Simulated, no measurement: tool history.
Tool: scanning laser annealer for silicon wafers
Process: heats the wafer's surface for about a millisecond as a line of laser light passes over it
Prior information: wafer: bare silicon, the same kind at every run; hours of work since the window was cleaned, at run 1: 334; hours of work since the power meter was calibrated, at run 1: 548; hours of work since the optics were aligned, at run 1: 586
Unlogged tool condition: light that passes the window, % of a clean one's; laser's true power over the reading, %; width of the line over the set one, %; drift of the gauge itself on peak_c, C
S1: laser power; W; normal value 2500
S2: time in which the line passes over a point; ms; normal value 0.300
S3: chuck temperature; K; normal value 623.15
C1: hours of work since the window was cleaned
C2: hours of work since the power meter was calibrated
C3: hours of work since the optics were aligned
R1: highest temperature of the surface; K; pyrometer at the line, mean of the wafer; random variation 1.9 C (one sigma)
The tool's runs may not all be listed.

run    hour    S1     S2      S3   C1    C2   C3       R1
  1     0.0  2500  0.300  623.15  334   548  586  1432.15
  2    27.7  2436  0.300  623.15  345   560  597  1404.15
  3    68.7  2436  0.300  623.15  362   577  614  1403.15
  4   127.8  2436  0.300  623.15  387   601  639  1408.15
  5   166.1  2436  0.300  623.15  403   617  655  1404.15
  6   210.0  2500  0.300  623.15  421   636  673  1428.15
  7   266.7  2500  0.300  623.15  444   659  697  1429.15
      321.4  -- optics aligned, line set to its width
  8   337.0  2500  0.300  623.15  471   686    6  1433.15
  9   371.6  2500  0.300  623.15  486   700   21  1431.15
 10   425.1  2500  0.300  623.15  508   723   43  1428.15
 11   487.0  2500  0.300  623.15  534   748   69  1425.15
 12   540.4  2587  0.300  623.15  556   770   91  1454.15
 13   570.1  2500  0.307  623.15  568   783  103  1439.15
 14   630.5  2500  0.234  623.15  593   808  128  1335.15
 15   668.4  2500  0.300  623.15  609   823  144  1425.15
 16   702.6  2500  0.300  623.15  623   838  158  1427.15
 17   737.5  2500  0.300  623.15  637   852  173  1426.15
 18   769.1  2557  0.300  623.15  651   865  186  1438.15
 19   817.1  2557  0.300  623.15  670   885  205  1443.15
      823.6  -- window over the wafer cleaned
 20   863.2  2557  0.300  623.15   16   903  224  1436.15
 21   892.7  2557  0.300  623.15   29   916  236  1435.15
      955.6  -- window over the wafer cleaned, once more
 22   959.3  2557  0.300  623.15    2   942  263  1455.15
 23  1019.4  2500  0.301  619.15   26   967  288  1431.15
 24  1062.9  2349  0.220  588.15   45   985  306  1244.15
 25  1108.1  2554  0.326  629.15   63  1004  324  1492.15
 26  1141.3  2381  0.300  617.15   77  1018  338  1389.15
 27  1204.1  2403  0.358  623.15  103  1044  364  1473.15
 28  1246.7  2403  0.358  623.15  121  1062  382  1470.15
 29  1276.0  2542  0.219  601.15  133  1074  394  1309.15
 30  1329.1  2500  0.243  655.15  155  1096  416  1388.15
 31  1389.7  2380  0.296  661.15  180  1121  441  1425.15
 32  1419.2  2380  0.278  652.15  192  1133  453  1395.15
 33  1485.9  2677  0.292  624.15  220  1161  481  1474.15
 34  1531.6  2677  0.292  624.15  239  1180  500  1476.15
 35  1568.1  2677  0.338  654.15  254  1195  515  1564.15
 36  1615.6  2677  0.338  654.15  274  1214  535  1564.15
 37  1663.4  2172  0.338  654.15  293  1234  555  1396.15
 38  1722.5  2500  0.355  647.15  318  1259  579  1519.15
 39  1779.8  2686  0.275  597.15  342  1283  603  1426.15
 40  1809.8  2686  0.275  597.15  354  1295  615  1426.15
 41  1873.7  2500  0.228  651.15  381  1321  642  1354.15

Each row is a separate what-if for the run after 41, all from the same tool condition, not one after another. Results?
  A  1938.2  2147  0.303  623.15  407  1348  669   ?
  B  1938.2  2519  0.320  623.15  407  1348  669   ?
  C  1938.2  2541  0.228  651.15  407  1348  669   ?
  D  1938.2  2590  0.213  587.15  407  1348  669   ?

run       R1
  A  1315.15
  B  1454.15
  C  1366.15
  D  1294.15
Take away the tool's hidden state, keep each run's random variation, and the runs would have read:
run       R1
  A  1331.15
  B  1473.15
  C  1382.15
  D  1310.15
